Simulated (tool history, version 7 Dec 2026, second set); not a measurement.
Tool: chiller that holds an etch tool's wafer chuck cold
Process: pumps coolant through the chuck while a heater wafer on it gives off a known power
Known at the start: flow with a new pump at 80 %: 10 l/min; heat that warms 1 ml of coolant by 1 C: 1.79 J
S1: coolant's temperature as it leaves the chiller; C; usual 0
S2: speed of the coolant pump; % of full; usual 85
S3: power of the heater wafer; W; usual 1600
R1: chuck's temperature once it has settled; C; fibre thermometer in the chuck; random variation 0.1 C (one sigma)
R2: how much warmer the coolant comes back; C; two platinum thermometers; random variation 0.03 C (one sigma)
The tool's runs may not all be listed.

Run 1, hour 0: usual settings. Result: R1 10 C, R2 5.02 C.
Run 2, hour 38.5: usual settings. Result: R1 9.7 C, R2 5.04 C.
At hour 88.9: chiller's thermometer calibrated.
Run 3, hour 103.4: usual settings. Result: R1 9.8 C, R2 5 C.
Run 4, hour 139.9: usual settings. Result: R1 10 C, R2 5 C.
Run 5, hour 169.4: usual settings. Result: R1 9.9 C, R2 5.02 C.
Run 6, hour 234.7: usual settings but S3 920 W. Result: R1 5.6 C, R2 2.84 C.
Run 7, hour 296.1: usual settings but S1 2 C, S3 920 W. Result: R1 7.7 C, R2 2.87 C.
Run 8, hour 327.6: usual settings but S1 -3 C. Result: R1 6.8 C, R2 4.94 C.
Run 9, hour 387.3: usual settings but S1 -3 C. Result: R1 6.8 C, R2 4.95 C.
Run 10, hour 450: usual settings but S1 -3 C. Result: R1 7 C, R2 4.91 C.
Run 11, hour 511.5: usual settings. Result: R1 9.7 C, R2 4.86 C.
Run 12, hour 549.6: usual settings. Result: R1 9.7 C, R2 4.88 C.
Run 13, hour 595.6: usual settings but S2 95 % of full. Result: R1 8.8 C, R2 4.35 C.
Run 14, hour 623.3: usual settings. Result: R1 9.9 C, R2 4.87 C.
Run 15, hour 666.1: usual settings. Result: R1 9.9 C, R2 4.89 C.
Run 16, hour 708.3: usual settings but S1 -2 C, S2 74 % of full, S3 1020 W. Result: R1 5.2 C, R2 3.58 C.
Run 17, hour 744.1: usual settings but S1 8 C, S2 82 % of full, S3 953 W. Result: R1 13.9 C, R2 2.93 C.
Run 18, hour 783.2: usual settings but S1 9 C. Result: R1 18.9 C, R2 4.83 C.
Run 19, hour 817.3: usual settings but S1 9 C. Result: R1 18.9 C, R2 4.84 C.
Run 20, hour 851.1: usual settings but S1 9 C. Result: R1 18.8 C, R2 4.81 C.
Run 21, hour 901.9: usual settings but S1 9 C. Result: R1 18.8 C, R2 4.76 C.
Run 22, hour 945.3: usual settings but S1 9 C. Result: R1 18.9 C, R2 4.79 C.
Run 23, hour 1007.1: usual settings but S1 9 C. Result: R1 18.8 C, R2 4.85 C.
Run 24, hour 1065.9: usual settings but S2 67 % of full, S3 899 W. Result: R1 6.7 C, R2 3.42 C.
Run 25, hour 1126.1: usual settings but S2 67 % of full, S3 2078 W. Result: R1 15.7 C, R2 8.22 C.
Run 26, hour 1180.8: usual settings but S1 -7 C, S2 75 % of full, S3 1372 W. Result: R1 2.5 C, R2 4.68 C.
Run 27, hour 1218.1: usual settings but S1 -7 C, S2 75 % of full, S3 1372 W. Result: R1 2.4 C, R2 4.64 C.
Run 28, hour 1273.6: usual settings but S1 -7 C, S2 75 % of full, S3 1372 W. Result: R1 2.4 C, R2 4.68 C.
Run 29, hour 1329.5: usual settings but S3 873 W. Result: R1 5.4 C, R2 2.43 C.

Forecast each of these 4 alternatives for the next run:
Run A, hour 1370: usual settings but S1 5 C, S3 873 W. Result: R1 ?, R2 ?.
Run B, hour 1370: usual settings but S1 -5 C, S2 79 % of full, S3 873 W. Result: R1 ?, R2 ?.
Run C, hour 1370: usual settings but S1 9 C, S2 78 % of full, S3 873 W. Result: R1 ?, R2 ?.
Run D, hour 1370: usual settings but S1 -6 C, S2 84 % of full, S3 1001 W. Result: R1 ?, R2 ?.

run    R1    R2
  A  10.5  2.45
  B   0.7  2.64
  C  14.7   2.7
  D   0.2  2.84
Without the tool's hidden state the same runs would have given:
run    R1    R2
  A  10.5  2.75
  B   0.7  2.94
  C  14.7     3
  D   0.2  3.14

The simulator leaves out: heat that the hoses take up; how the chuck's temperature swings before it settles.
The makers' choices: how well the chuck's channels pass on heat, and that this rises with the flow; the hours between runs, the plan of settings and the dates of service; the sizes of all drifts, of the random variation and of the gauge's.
